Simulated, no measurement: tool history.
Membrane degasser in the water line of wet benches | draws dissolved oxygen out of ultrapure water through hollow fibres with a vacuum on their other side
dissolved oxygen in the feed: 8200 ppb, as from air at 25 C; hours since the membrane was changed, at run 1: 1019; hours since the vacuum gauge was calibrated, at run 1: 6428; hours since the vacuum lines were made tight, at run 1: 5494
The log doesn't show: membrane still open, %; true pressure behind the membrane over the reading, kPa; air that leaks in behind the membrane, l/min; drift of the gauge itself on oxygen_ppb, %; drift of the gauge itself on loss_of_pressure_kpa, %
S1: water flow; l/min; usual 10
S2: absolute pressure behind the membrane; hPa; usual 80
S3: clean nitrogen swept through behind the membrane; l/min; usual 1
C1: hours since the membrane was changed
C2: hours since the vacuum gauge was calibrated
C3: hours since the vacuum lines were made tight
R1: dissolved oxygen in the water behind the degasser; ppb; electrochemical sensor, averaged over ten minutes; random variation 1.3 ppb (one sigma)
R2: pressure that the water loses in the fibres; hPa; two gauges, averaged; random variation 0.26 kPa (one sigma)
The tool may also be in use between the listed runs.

run,day,S1,S2,S3,C1,C2,C3,R1,R2
1,0,10,80,1,1019,6428,5494,124.3,693.4
2,1.7,16,80,1,1060,6469,5535,210,1110.8
3,4.029,12,80,1,1116,6524,5590,155.6,832
4,7.338,10,99.1,1,1195,6604,5670,173.2,689.3
5,9.804,10,99.1,1,1254,6663,5729,167.9,690.9
6,12.604,10,55.6,1,1321,6730,5796,69.4,691.9
7,16.329,10,80,1,1411,6820,5886,123.7,689.5
8,20.042,10,80,1,1500,6909,5975,124.6,697.5
9,23.296,10,196.9,1,1578,6987,6053,387.7,693.2
10,25.521,8,193.8,1,1631,7040,6106,302.5,562.8
11,28.875,10,172.7,1,1712,7121,6187,337.3,694.6
12,32.117,11,168.1,0.62,1790,7199,6265,539.5,764.7
13,34.058,11,168.1,0.62,1836,7245,6311,524.9,764.9
14,37.517,15,75.6,0.82,1919,7328,6394,207.2,1048.6
15,39.342,13,123.2,0.51,1963,7372,6438,510.9,911.7
16,42.829,13,123.2,0.51,2047,7456,6522,498,909.4

Hidden state or all else? Some run-to-run changes of R2, split into what the settings, what came in and random variation would give without the hidden state, and what is left for the hidden state (with any gauge scatter that isn't in both results):
Run 1 -> 2: S1 10 -> 16. R2 +417.4 hPa: hidden state +0.6, all else +416.8.
Run 13 -> 14: S1 11 -> 15, S2 168.1 -> 75.6, S3 0.62 -> 0.82. R2 +283.7 hPa: hidden state +3.9, all else +279.8.
